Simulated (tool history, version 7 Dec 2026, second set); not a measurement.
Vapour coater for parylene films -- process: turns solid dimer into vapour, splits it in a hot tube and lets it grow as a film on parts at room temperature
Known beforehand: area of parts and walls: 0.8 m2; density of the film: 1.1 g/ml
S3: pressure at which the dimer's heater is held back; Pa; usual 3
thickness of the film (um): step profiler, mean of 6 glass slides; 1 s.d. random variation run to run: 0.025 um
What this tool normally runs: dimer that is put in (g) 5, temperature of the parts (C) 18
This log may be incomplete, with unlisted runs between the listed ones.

Run 1, hour 0: usual settings. Result: thickness of the film (um) 3.78.
Run 2, hour 31.2: usual settings but S3 3.56 Pa. Result: thickness of the film (um) 3.65.
Run 3, hour 52.4: usual settings but S3 3.56 Pa. Result: thickness of the film (um) 3.62.
Run 4, hour 80.5: usual settings but S3 3.56 Pa. Result: thickness of the film (um) 3.63.
Run 5, hour 104: usual settings but S3 3.56 Pa. Result: thickness of the film (um) 3.63.
Run 6, hour 132: usual settings. Result: thickness of the film (um) 3.76.
Run 7, hour 183.9: usual settings but S3 8.14 Pa. Result: thickness of the film (um) 2.96.
Run 8, hour 207.3: usual settings but S3 8.14 Pa. Result: thickness of the film (um) 2.92.
Run 9, hour 255.7: usual settings but S3 10.3 Pa. Result: thickness of the film (um) 2.78.
At hour 275.4: trap's valve overhauled.
Run 10, hour 300.4: usual settings but S3 10.3 Pa. Result: thickness of the film (um) 2.91.
Run 11, hour 325: usual settings but S3 10.3 Pa. Result: thickness of the film (um) 2.92.
Run 12, hour 351.4: usual settings. Result: thickness of the film (um) 3.86.
Run 13, hour 382.5: usual settings. Result: thickness of the film (um) 3.84.
Run 14, hour 431.4: usual settings but S3 3.05 Pa. Result: thickness of the film (um) 3.84.
Run 15, hour 481.2: usual settings but S3 3.05 Pa. Result: thickness of the film (um) 3.85.
Run 16, hour 509.6: usual settings but S3 3.05 Pa. Result: thickness of the film (um) 3.8.
Run 17, hour 560.3: usual settings but S3 2.53 Pa. Result: thickness of the film (um) 3.99.
Run 18, hour 592.6: usual settings but S3 2.53 Pa. Result: thickness of the film (um) 3.94.
Run 19, hour 618.1: usual settings but S3 2.53 Pa. Result: thickness of the film (um) 3.91.
Run 20, hour 650.9: usual settings but S3 2.53 Pa. Result: thickness of the film (um) 3.98.
Run 21, hour 694.8: usual settings but S3 2.53 Pa. Result: thickness of the film (um) 3.95.
Run 22, hour 731.9: usual settings but S3 2.53 Pa. Result: thickness of the film (um) 3.96.
At hour 753.2: table's thermometer calibrated.
Run 23, hour 778.4: usual settings but S3 9.2 Pa. Result: thickness of the film (um) 2.69.
Run 24, hour 802.2: usual settings but dimer that is put in (g) 2, S3 9.76 Pa. Result: thickness of the film (um) 1.06.
At hour 829.4: trap's valve overhauled.
Run 25, hour 834.2: usual settings but dimer that is put in (g) 4, temperature of the parts (C) 22, S3 3.59 Pa. Result: thickness of the film (um) 2.36.
Run 26, hour 867.8: usual settings but dimer that is put in (g) 4, temperature of the parts (C) 26, S3 10.93 Pa. Result: thickness of the film (um) 1.51.
Run 27, hour 916: usual settings but dimer that is put in (g) 4, temperature of the parts (C) 26, S3 10.93 Pa. Result: thickness of the film (um) 1.53.
Run 28, hour 947.3: usual settings but S3 3.79 Pa. Result: thickness of the film (um) 3.52.
Run 29, hour 977.6: usual settings but dimer that is put in (g) 2, temperature of the parts (C) 13. Result: thickness of the film (um) 1.86.
Run 30, hour 1000.1: usual settings but temperature of the parts (C) 16, S3 4.37 Pa. Result: thickness of the film (um) 3.67.
Run 31, hour 1035.3: usual settings but dimer that is put in (g) 4, temperature of the parts (C) 20, S3 6.24 Pa. Result: thickness of the film (um) 2.28.
Run 32, hour 1066.5: usual settings but dimer that is put in (g) 4, temperature of the parts (C) 13, S3 2.34 Pa. Result: thickness of the film (um) 3.96.
Run 33, hour 1113.6: usual settings but dimer that is put in (g) 3, S3 10.86 Pa. Result: thickness of the film (um) 1.64.
Run 34, hour 1150.8: usual settings but dimer that is put in (g) 3, S3 10.86 Pa. Result: thickness of the film (um) 1.59.
Run 35, hour 1196.3: usual settings but temperature of the parts (C) 25, S3 8.95 Pa. Result: thickness of the film (um) 2.03.
Run 36, hour 1218.7: usual settings but temperature of the parts (C) 25, S3 8.95 Pa. Result: thickness of the film (um) 2.03.
Run 37, hour 1262: usual settings but S3 6.93 Pa. Result: thickness of the film (um) 2.98.
Run 38, hour 1296.7: usual settings but S3 6.93 Pa. Result: thickness of the film (um) 2.97.
Run 39, hour 1319.9: usual settings but dimer that is put in (g) 3, temperature of the parts (C) 28. Result: thickness of the film (um) 1.41.
Run 40, hour 1346.2: usual settings but dimer that is put in (g) 3, temperature of the parts (C) 28. Result: thickness of the film (um) 1.4.
At hour 1382.3: trap's valve overhauled.
Run 41, hour 1386.7: usual settings but dimer that is put in (g) 7. Result: thickness of the film (um) 5.26.
Run 42, hour 1428.3: usual settings but dimer that is put in (g) 7. Result: thickness of the film (um) 5.29.
Run 43, hour 1472.6: usual settings but temperature of the parts (C) 13, S3 3.02 Pa. Result: thickness of the film (um) 4.68.
Run 44, hour 1515: usual settings but temperature of the parts (C) 13, S3 3.02 Pa. Result: thickness of the film (um) 4.65.
Run 45, hour 1547.6: usual settings but temperature of the parts (C) 13, S3 3.02 Pa. Result: thickness of the film (um) 4.69.
Run 46, hour 1575.5: usual settings but temperature of the parts (C) 23, S3 3.13 Pa. Result: thickness of the film (um) 2.96.

Branching from run 46: 5 alternative next runs. What would each branch give?
Run A, hour 1603: usual settings but dimer that is put in (g) 2, temperature of the parts (C) 12, S3 5.13 Pa. Result: thickness of the film (um) ?.
Run B, hour 1603: usual settings but dimer that is put in (g) 2, temperature of the parts (C) 14, S3 3.13 Pa. Result: thickness of the film (um) ?.
Run C, hour 1603: usual settings but temperature of the parts (C) 29, S3 9.94 Pa. Result: thickness of the film (um) ?.
Run D, hour 1603: usual settings but dimer that is put in (g) 3. Result: thickness of the film (um) ?.
Run E, hour 1603: usual settings but dimer that is put in (g) 2, S3 2.7 Pa. Result: thickness of the film (um) ?.

run  thickness of the film (um)
  A                        1.71
  B                        1.74
  C                        1.71
  D                        2.23
  E                        1.52
With no hidden state in the tool, these same runs would have given:
run  thickness of the film (um)
  A                        1.74
  B                        1.77
  C                        1.74
  D                        2.27
  E                        1.55
